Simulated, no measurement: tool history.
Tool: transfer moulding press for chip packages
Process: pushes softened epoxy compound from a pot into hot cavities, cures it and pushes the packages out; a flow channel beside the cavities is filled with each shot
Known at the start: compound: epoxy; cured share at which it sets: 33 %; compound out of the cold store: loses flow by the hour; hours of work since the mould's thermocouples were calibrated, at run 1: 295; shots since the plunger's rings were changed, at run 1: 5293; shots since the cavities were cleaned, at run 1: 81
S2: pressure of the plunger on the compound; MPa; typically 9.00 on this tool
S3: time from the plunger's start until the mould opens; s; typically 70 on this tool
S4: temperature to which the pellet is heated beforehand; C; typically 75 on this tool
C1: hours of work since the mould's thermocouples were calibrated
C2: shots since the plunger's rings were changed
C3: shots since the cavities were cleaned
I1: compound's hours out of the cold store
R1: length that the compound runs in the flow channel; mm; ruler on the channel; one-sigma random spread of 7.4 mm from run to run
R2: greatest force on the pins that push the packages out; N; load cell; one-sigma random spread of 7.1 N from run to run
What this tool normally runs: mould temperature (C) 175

{"run": 1, "hour": 0.0, "mould temperature (C)": 175, "S2": 9.0, "S3": 70, "S4": 75, "C1": 295, "C2": 5293, "C3": 81, "I1": 34.4, "R1": 910, "R2": 289}
{"hour": 31.1, "done": "plunger's sealing rings changed"}
{"run": 2, "hour": 39.5, "mould temperature (C)": 175, "S2": 7.72, "S3": 70, "S4": 75, "C1": 325, "C2": 177, "C3": 859, "I1": 27.9, "R1": 856, "R2": 285}
{"hour": 53.9, "done": "cavities cleaned with cleaning compound and waxed"}
{"run": 3, "hour": 70.4, "mould temperature (C)": 175, "S2": 7.72, "S3": 70, "S4": 75, "C1": 348, "C2": 793, "C3": 346, "I1": 37.8, "R1": 840, "R2": 289}
{"run": 4, "hour": 97.9, "mould temperature (C)": 175, "S2": 7.72, "S3": 70, "S4": 75, "C1": 370, "C2": 1371, "C3": 924, "I1": 38.1, "R1": 832, "R2": 286}
{"hour": 108.4, "done": "cavities cleaned with cleaning compound and waxed"}
{"run": 5, "hour": 130.8, "mould temperature (C)": 175, "S2": 7.72, "S3": 70, "S4": 75, "C1": 395, "C2": 2031, "C3": 472, "I1": 10.1, "R1": 898, "R2": 297}
{"run": 6, "hour": 149.1, "mould temperature (C)": 175, "S2": 7.72, "S3": 70, "S4": 75, "C1": 410, "C2": 2415, "C3": 856, "I1": 10.6, "R1": 897, "R2": 299}
{"hour": 164.1, "done": "cavities cleaned with cleaning compound and waxed"}
{"run": 7, "hour": 185.1, "mould temperature (C)": 175, "S2": 9.0, "S3": 70, "S4": 75, "C1": 437, "C2": 3139, "C3": 440, "I1": 20.4, "R1": 951, "R2": 291}
{"run": 8, "hour": 200.6, "mould temperature (C)": 175, "S2": 9.0, "S3": 70, "S4": 75, "C1": 450, "C2": 3464, "C3": 765, "I1": 24.8, "R1": 938, "R2": 290}
{"hour": 219.1, "done": "cavities cleaned with cleaning compound and waxed"}
{"run": 9, "hour": 236.0, "mould temperature (C)": 175, "S2": 9.0, "S3": 70, "S4": 75, "C1": 477, "C2": 4176, "C3": 353, "I1": 13.2, "R1": 975, "R2": 296}
{"run": 10, "hour": 255.3, "mould temperature (C)": 175, "S2": 9.0, "S3": 70, "S4": 75, "C1": 492, "C2": 4582, "C3": 759, "I1": 23.0, "R1": 947, "R2": 282}
{"hour": 274.5, "done": "cavities cleaned with cleaning compound and waxed"}
{"run": 11, "hour": 285.4, "mould temperature (C)": 175, "S2": 9.0, "S3": 70, "S4": 75, "C1": 515, "C2": 5182, "C3": 228, "I1": 9.4, "R1": 976, "R2": 305}
{"run": 12, "hour": 307.4, "mould temperature (C)": 175, "S2": 9.0, "S3": 70, "S4": 75, "C1": 532, "C2": 5644, "C3": 690, "I1": 21.0, "R1": 944, "R2": 296}
{"hour": 322.7, "done": "plunger's sealing rings changed"}
{"hour": 330.8, "done": "cavities cleaned with cleaning compound and waxed"}
{"run": 13, "hour": 330.8, "mould temperature (C)": 175, "S2": 9.0, "S3": 70, "S4": 67, "C1": 548, "C2": 137, "C3": 0, "I1": 44.6, "R1": 884, "R2": 294}
{"run": 14, "hour": 363.7, "mould temperature (C)": 169, "S2": 9.0, "S3": 70, "S4": 67, "C1": 574, "C2": 829, "C3": 692, "I1": 13.5, "R1": 998, "R2": 468}
{"hour": 385.9, "done": "cavities cleaned with cleaning compound and waxed"}
{"hour": 392.4, "done": "mould's thermocouples calibrated"}
{"run": 15, "hour": 399.8, "mould temperature (C)": 169, "S2": 10.06, "S3": 106, "S4": 67, "C1": 6, "C2": 1514, "C3": 251, "I1": 18.6, "R1": 1033, "R2": 190}
{"run": 16, "hour": 430.7, "mould temperature (C)": 175, "S2": 7.53, "S3": 70, "S4": 75, "C1": 31, "C2": 2162, "C3": 899, "I1": 9.2, "R1": 887, "R2": 291}
{"hour": 443.6, "done": "cavities cleaned with cleaning compound and waxed"}
{"run": 17, "hour": 455.2, "mould temperature (C)": 167, "S2": 9.0, "S3": 99, "S4": 75, "C1": 49, "C2": 2646, "C3": 244, "I1": 47.3, "R1": 911, "R2": 217}
{"run": 18, "hour": 488.4, "mould temperature (C)": 173, "S2": 8.17, "S3": 51, "S4": 72, "C1": 75, "C2": 3343, "C3": 941, "I1": 47.4, "R1": 830, "R2": 709}
{"hour": 499.5, "done": "cavities cleaned with cleaning compound and waxed"}
{"run": 19, "hour": 520.1, "mould temperature (C)": 173, "S2": 8.17, "S3": 51, "S4": 72, "C1": 100, "C2": 3976, "C3": 432, "I1": 13.3, "R1": 921, "R2": 743}
{"run": 20, "hour": 537.3, "mould temperature (C)": 173, "S2": 8.17, "S3": 51, "S4": 72, "C1": 113, "C2": 4338, "C3": 794, "I1": 17.6, "R1": 916, "R2": 739}
{"hour": 553.7, "done": "cavities cleaned with cleaning compound and waxed"}
{"run": 21, "hour": 559.5, "mould temperature (C)": 178, "S2": 8.17, "S3": 103, "S4": 72, "C1": 130, "C2": 4772, "C3": 122, "I1": 28.9, "R1": 870, "R2": 167}
{"run": 22, "hour": 593.0, "mould temperature (C)": 178, "S2": 8.17, "S3": 103, "S4": 72, "C1": 157, "C2": 5476, "C3": 826, "I1": 12.5, "R1": 902, "R2": 175}
{"hour": 609.0, "done": "cavities cleaned with cleaning compound and waxed"}
{"hour": 618.0, "done": "plunger's sealing rings changed"}
{"run": 23, "hour": 627.8, "mould temperature (C)": 178, "S2": 8.17, "S3": 103, "S4": 72, "C1": 181, "C2": 208, "C3": 343, "I1": 32.1, "R1": 866, "R2": 160}

Expected results for the next run?
{"hour": 665.8, "done": "cavities cleaned with cleaning compound and waxed"}
{"run": 24, "hour": 665.8, "mould temperature (C)": 178, "S2": 8.17, "S3": 108, "S4": 71, "C1": 210, "C2": 973, "C3": 0, "I1": 39.4, "R1": "?", "R2": "?"}

R1: 841 mm
R2: 154 N
If the tool had no hidden condition, the same run with the same run-to-run variation would have returned R1 841 mm, R2 154 N.
